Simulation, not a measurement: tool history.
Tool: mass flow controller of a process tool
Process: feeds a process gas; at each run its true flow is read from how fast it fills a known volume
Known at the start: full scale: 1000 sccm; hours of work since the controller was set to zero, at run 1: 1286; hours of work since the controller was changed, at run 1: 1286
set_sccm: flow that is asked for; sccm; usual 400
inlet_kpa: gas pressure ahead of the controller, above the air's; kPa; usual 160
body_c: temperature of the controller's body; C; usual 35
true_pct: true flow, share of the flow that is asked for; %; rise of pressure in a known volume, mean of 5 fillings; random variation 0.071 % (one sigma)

| run | hour | set_sccm | inlet_kpa | body_c | hours of work since the controller was set to zero | hours of work since the controller was changed | true_pct |
|---|---|---|---|---|---|---|---|
| 1 | 0.0 | 400 | 160 | 35 | 1286 | 1286 | 100.58 |
| 2 | 63.6 | 400 | 160 | 35 | 1308 | 1308 | 100.33 |
| 3 | 144.3 | 400 | 160 | 35 | 1336 | 1336 | 100.58 |
| 4 | 250.4 | 400 | 201 | 35 | 1373 | 1373 | 100.42 |
| 5 | 356.7 | 400 | 201 | 35 | 1410 | 1410 | 100.51 |
| 6 | 407.9 | 400 | 201 | 35 | 1428 | 1428 | 100.37 |
| 7 | 512.7 | 400 | 201 | 35 | 1465 | 1465 | 100.54 |
| 8 | 565.4 | 400 | 201 | 35 | 1483 | 1483 | 100.38 |
| 9 | 658.5 | 400 | 201 | 35 | 1515 | 1515 | 100.48 |
| 10 | 765.5 | 400 | 160 | 37 | 1552 | 1552 | 100.66 |
| 11 | 851.7 | 400 | 160 | 30 | 1582 | 1582 | 100.39 |
| 12 | 915.2 | 400 | 160 | 29 | 1605 | 1605 | 100.46 |
| 13 | 1012.7 | 400 | 160 | 35 | 1638 | 1638 | 100.69 |
| 14 | 1097.0 | 400 | 160 | 35 | 1668 | 1668 | 100.68 |
|  | 1104.2 | controller's zero set anew |
| 15 | 1149.6 | 400 | 160 | 35 | 16 | 1686 | 101.32 |
| 16 | 1232.0 | 488 | 160 | 37 | 44 | 1715 | 101.18 |
| 17 | 1337.2 | 488 | 160 | 37 | 81 | 1751 | 101.17 |
| 18 | 1397.3 | 273 | 279 | 30 | 102 | 1772 | 101.09 |
| 19 | 1445.1 | 273 | 279 | 30 | 119 | 1789 | 101.14 |
| 20 | 1489.7 | 273 | 279 | 30 | 134 | 1804 | 101.13 |
|  | 1517.6 | controller's zero set anew, once more |
| 21 | 1558.6 | 502 | 266 | 30 | 14 | 1828 | 99.62 |
| 22 | 1603.7 | 502 | 266 | 30 | 30 | 1844 | 99.76 |
| 23 | 1680.1 | 502 | 266 | 30 | 57 | 1870 | 99.65 |
| 24 | 1785.3 | 144 | 149 | 37 | 93 | 1907 | 99.94 |
| 25 | 1845.0 | 144 | 149 | 37 | 114 | 1928 | 100.11 |
| 26 | 1929.5 | 144 | 208 | 37 | 143 | 1957 | 99.91 |
| 27 | 2019.5 | 301 | 229 | 23 | 175 | 1988 | 99.63 |
| 28 | 2129.5 | 301 | 229 | 23 | 213 | 2027 | 99.59 |
| 29 | 2239.3 | 221 | 142 | 37 | 251 | 2065 | 100.12 |

Forecast each of these 3 alternatives for the next run:
| A | 2285.2 | 234 | 160 | 23 | 267 | 2081 | ? |
| B | 2285.2 | 400 | 226 | 37 | 267 | 2081 | ? |
| C | 2285.2 | 112 | 168 | 37 | 267 | 2081 | ? |

| run | true_pct |
|---|---|
| A | 99.85 |
| B | 99.93 |
| C | 100.14 |
Without the tool's hidden state the same runs would have given:
| run | true_pct |
|---|---|
| A | 99.18 |
| B | 99.34 |
| C | 99.29 |
